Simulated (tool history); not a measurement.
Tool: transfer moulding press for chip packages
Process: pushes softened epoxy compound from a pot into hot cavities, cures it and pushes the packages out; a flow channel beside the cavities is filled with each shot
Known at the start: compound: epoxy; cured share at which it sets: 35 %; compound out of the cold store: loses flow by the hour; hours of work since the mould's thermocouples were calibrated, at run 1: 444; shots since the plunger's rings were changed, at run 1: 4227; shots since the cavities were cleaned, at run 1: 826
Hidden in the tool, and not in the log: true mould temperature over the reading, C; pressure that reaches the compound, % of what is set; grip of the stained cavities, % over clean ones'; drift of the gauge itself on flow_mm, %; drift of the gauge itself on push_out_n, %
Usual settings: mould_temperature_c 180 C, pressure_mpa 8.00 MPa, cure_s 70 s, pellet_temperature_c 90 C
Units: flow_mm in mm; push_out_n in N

run	hour	mould_temperature_c	pressure_mpa	cure_s	pellet_temperature_c	hours of work since the mould's thermocouples were calibrated	shots since the plunger's rings were changed	shots since the cavities were cleaned	incoming compound's hours out of the cold store	flow_mm	push_out_n
1	0.0	180	8.00	70	90	444	4227	826	33.8	702	315
# hour 3.9: cavities cleaned with cleaning compound and waxed
2	29.2	182	8.00	70	90	464	4648	384	13.3	761	289
# hour 61.7: cavities cleaned with cleaning compound and waxed
3	73.6	182	8.00	70	90	493	5299	181	47.7	654	262
4	104.0	182	8.00	70	90	514	5760	642	12.9	761	290
# hour 113.3: plunger's sealing rings changed
# hour 125.2: cavities cleaned with cleaning compound and waxed
5	145.3	182	8.00	70	90	540	464	305	13.1	758	296
6	169.5	182	8.00	70	90	557	830	671	45.6	657	270
# hour 183.8: cavities cleaned with cleaning compound and waxed
7	215.5	180	8.00	70	90	587	1505	480	46.5	659	281
# hour 244.1: cavities cleaned with cleaning compound and waxed
8	260.7	180	8.00	70	80	618	2169	252	22.5	735	314
9	282.9	180	8.00	70	80	633	2505	588	26.8	710	303
# hour 302.8: cavities cleaned with cleaning compound and waxed
10	321.9	180	8.00	70	90	659	3074	290	11.0	770	312
# hour 363.1: mould's thermocouples calibrated
# hour 364.6: cavities cleaned with cleaning compound and waxed
11	370.9	180	8.00	70	90	4	3764	95	42.8	665	296
12	404.8	180	8.00	70	90	28	4278	609	10.6	769	331
# hour 422.2: cavities cleaned with cleaning compound and waxed
13	452.0	180	8.00	70	90	59	4972	452	17.7	747	306
# hour 481.2: cavities cleaned with cleaning compound and waxed
14	486.2	180	8.00	70	90	82	5468	75	8.7	785	317
# hour 515.4: plunger's sealing rings changed
15	535.0	180	7.00	70	97	114	298	778	32.4	658	297
# hour 544.7: cavities cleaned with cleaning compound and waxed
16	580.6	180	7.00	70	97	144	967	545	30.6	655	300
# hour 603.1: cavities cleaned with cleaning compound and waxed
17	622.7	175	7.00	79	95	172	1582	296	36.4	650	316
18	658.8	175	8.06	79	95	197	2130	844	27.1	733	333
# hour 664.0: cavities cleaned with cleaning compound and waxed
19	680.4	175	8.06	79	95	211	2435	248	45.4	676	300
20	711.1	185	7.81	70	81	233	2901	714	26.8	699	270
# hour 722.6: cavities cleaned with cleaning compound and waxed
21	737.7	175	9.98	70	90	250	3281	228	18.5	856	401
22	769.1	175	9.98	70	90	272	3758	705	36.2	789	401
# hour 783.5: cavities cleaned with cleaning compound and waxed
23	805.8	175	9.98	70	90	296	4292	338	44.5	753	402
24	837.4	184	6.33	70	88	318	4772	818	14.8	661	277
# hour 842.4: cavities cleaned with cleaning compound and waxed
25	885.3	181	6.48	70	96	350	5476	651	14.7	683	306
# hour 900.0: cavities cleaned with cleaning compound and waxed
# hour 916.7: plunger's sealing rings changed
26	934.0	181	6.48	70	96	381	262	478	45.1	590	282

Hidden state at the last listed run before each entry between runs and at the first one after, where it differs:
Between runs 1 and 2: cavities cleaned with cleaning compound and waxed (hour 3.9)
  pressure that reaches the compound, % of what is set: 99.68 -> 99.65; grip of the stained cavities, % over clean ones': 1.3 -> 0.8
Between runs 2 and 3: cavities cleaned with cleaning compound and waxed (hour 61.7)
  pressure that reaches the compound, % of what is set: 99.65 -> 99.61; grip of the stained cavities, % over clean ones': 0.8 -> 0.4
Between runs 4 and 5: plunger's sealing rings changed (hour 113.3); cavities cleaned with cleaning compound and waxed (hour 125.2)
  true mould temperature over the reading, C: 0.02 -> 0.03; pressure that reaches the compound, % of what is set: 99.57 -> 99.96; grip of the stained cavities, % over clean ones': 1.1 -> 0.6
Between runs 6 and 7: cavities cleaned with cleaning compound and waxed (hour 183.8)
  pressure that reaches the compound, % of what is set: 99.93 -> 99.88; grip of the stained cavities, % over clean ones': 1.1 -> 1
Between runs 7 and 8: cavities cleaned with cleaning compound and waxed (hour 244.1)
  pressure that reaches the compound, % of what is set: 99.88 -> 99.83; grip of the stained cavities, % over clean ones': 1 -> 0.6
Between runs 9 and 10: cavities cleaned with cleaning compound and waxed (hour 302.8)
  pressure that reaches the compound, % of what is set: 99.81 -> 99.76; grip of the stained cavities, % over clean ones': 1 -> 0.7
Between runs 10 and 11: mould's thermocouples calibrated (hour 363.1); cavities cleaned with cleaning compound and waxed (hour 364.6)
  true mould temperature over the reading, C: 0.03 -> 0; pressure that reaches the compound, % of what is set: 99.76 -> 99.71; grip of the stained cavities, % over clean ones': 0.7 -> 0.3
Between runs 12 and 13: cavities cleaned with cleaning compound and waxed (hour 422.2)
  pressure that reaches the compound, % of what is set: 99.67 -> 99.62; grip of the stained cavities, % over clean ones': 1.1 -> 0.9
Between runs 13 and 14: cavities cleaned with cleaning compound and waxed (hour 481.2)
  pressure that reaches the compound, % of what is set: 99.62 -> 99.58; grip of the stained cavities, % over clean ones': 0.9 -> 0.2
Between runs 14 and 15: plunger's sealing rings changed (hour 515.4)
  true mould temperature over the reading, C: 0 -> 0.01; pressure that reaches the compound, % of what is set: 99.58 -> 99.98; grip of the stained cavities, % over clean ones': 0.2 -> 1.2
Between runs 15 and 16: cavities cleaned with cleaning compound and waxed (hour 544.7)
  pressure that reaches the compound, % of what is set: 99.98 -> 99.93; grip of the stained cavities, % over clean ones': 1.2 -> 1
Between runs 16 and 17: cavities cleaned with cleaning compound and waxed (hour 603.1)
  pressure that reaches the compound, % of what is set: 99.93 -> 99.88; grip of the stained cavities, % over clean ones': 1 -> 0.7
Between runs 18 and 19: cavities cleaned with cleaning compound and waxed (hour 664.0)
  pressure that reaches the compound, % of what is set: 99.84 -> 99.82; grip of the stained cavities, % over clean ones': 1.3 -> 0.6
Between runs 20 and 21: cavities cleaned with cleaning compound and waxed (hour 722.6)
  pressure that reaches the compound, % of what is set: 99.79 -> 99.76; grip of the stained cavities, % over clean ones': 1.2 -> 0.6
Between runs 22 and 23: cavities cleaned with cleaning compound and waxed (hour 783.5)
  true mould temperature over the reading, C: 0.01 -> 0.02; pressure that reaches the compound, % of what is set: 99.72 -> 99.69; grip of the stained cavities, % over clean ones': 1.2 -> 0.7
Between runs 24 and 25: cavities cleaned with cleaning compound and waxed (hour 842.4)
  pressure that reaches the compound, % of what is set: 99.65 -> 99.6
Between runs 25 and 26: cavities cleaned with cleaning compound and waxed (hour 900.0); plunger's sealing rings changed (hour 916.7)
  pressure that reaches the compound, % of what is set: 99.6 -> 99.98; grip of the stained cavities, % over clean ones': 1.2 -> 1
